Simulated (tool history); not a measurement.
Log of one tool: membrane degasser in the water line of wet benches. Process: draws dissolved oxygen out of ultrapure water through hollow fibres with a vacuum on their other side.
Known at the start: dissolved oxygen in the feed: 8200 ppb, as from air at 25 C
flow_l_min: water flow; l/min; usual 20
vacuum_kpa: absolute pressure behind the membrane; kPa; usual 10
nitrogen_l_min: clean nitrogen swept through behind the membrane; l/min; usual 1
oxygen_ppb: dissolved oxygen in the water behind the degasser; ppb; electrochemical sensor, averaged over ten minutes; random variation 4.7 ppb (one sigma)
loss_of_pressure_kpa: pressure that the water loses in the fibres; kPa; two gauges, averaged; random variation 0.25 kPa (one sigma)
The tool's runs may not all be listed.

run 1 day=0 | flow_l_min=20 vacuum_kpa=10 nitrogen_l_min=1 | oxygen_ppb=562.9 loss_of_pressure_kpa=65.15
run 2 day=7.838 | flow_l_min=20 vacuum_kpa=10 nitrogen_l_min=1 | oxygen_ppb=567.3 loss_of_pressure_kpa=65.45
-- day=16.958 vacuum gauge calibrated
run 3 day=22.038 | flow_l_min=20 vacuum_kpa=12.6 nitrogen_l_min=1 | oxygen_ppb=668.7 loss_of_pressure_kpa=64.69
run 4 day=33.188 | flow_l_min=20 vacuum_kpa=12.6 nitrogen_l_min=1 | oxygen_ppb=660.4 loss_of_pressure_kpa=64.99
run 5 day=42.546 | flow_l_min=20 vacuum_kpa=12.6 nitrogen_l_min=1 | oxygen_ppb=669.6 loss_of_pressure_kpa=65.62
run 6 day=48.429 | flow_l_min=20 vacuum_kpa=12.6 nitrogen_l_min=0.61 | oxygen_ppb=844.5 loss_of_pressure_kpa=65.55
run 7 day=59.629 | flow_l_min=20 vacuum_kpa=12.6 nitrogen_l_min=0.61 | oxygen_ppb=868.1 loss_of_pressure_kpa=65.03
run 8 day=67.875 | flow_l_min=20 vacuum_kpa=12.6 nitrogen_l_min=0.61 | oxygen_ppb=856.2 loss_of_pressure_kpa=64.82
run 9 day=73.662 | flow_l_min=20 vacuum_kpa=12.6 nitrogen_l_min=0.61 | oxygen_ppb=855.7 loss_of_pressure_kpa=65.04
run 10 day=83.158 | flow_l_min=32 vacuum_kpa=10 nitrogen_l_min=1 | oxygen_ppb=1075.3 loss_of_pressure_kpa=104.04
run 11 day=91.6 | flow_l_min=20 vacuum_kpa=10 nitrogen_l_min=0.42 | oxygen_ppb=839.3 loss_of_pressure_kpa=64.82
run 12 day=102.242 | flow_l_min=20 vacuum_kpa=10 nitrogen_l_min=0.42 | oxygen_ppb=832.2 loss_of_pressure_kpa=64.81
run 13 day=111.754 | flow_l_min=20 vacuum_kpa=10 nitrogen_l_min=0.42 | oxygen_ppb=842.8 loss_of_pressure_kpa=65.3
run 14 day=122.783 | flow_l_min=20 vacuum_kpa=19.6 nitrogen_l_min=0.42 | oxygen_ppb=1522.4 loss_of_pressure_kpa=65.2
run 15 day=129.325 | flow_l_min=20 vacuum_kpa=18.4 nitrogen_l_min=1 | oxygen_ppb=872.9 loss_of_pressure_kpa=65.11
-- day=133.617 seals of the vacuum lines changed
run 16 day=137.192 | flow_l_min=20 vacuum_kpa=10 nitrogen_l_min=1 | oxygen_ppb=569.4 loss_of_pressure_kpa=65.24
run 17 day=143.462 | flow_l_min=13 vacuum_kpa=15.7 nitrogen_l_min=1.42 | oxygen_ppb=351.7 loss_of_pressure_kpa=42.47
run 18 day=156.092 | flow_l_min=14 vacuum_kpa=11.5 nitrogen_l_min=0.52 | oxygen_ppb=567.6 loss_of_pressure_kpa=45.61
run 19 day=168.046 | flow_l_min=24 vacuum_kpa=10 nitrogen_l_min=0.59 | oxygen_ppb=907.1 loss_of_pressure_kpa=77.94

The next listed run, before its measurement:
run 20 day=175.308 | flow_l_min=21 vacuum_kpa=10.1 nitrogen_l_min=0.59 | oxygen_ppb=? loss_of_pressure_kpa=?

Run 20 gave oxygen_ppb 763.8 ppb, loss_of_pressure_kpa 69.16 kPa.
Without the tool's hidden state the same run would have given oxygen_ppb 762.2 ppb, loss_of_pressure_kpa 69.07 kPa.
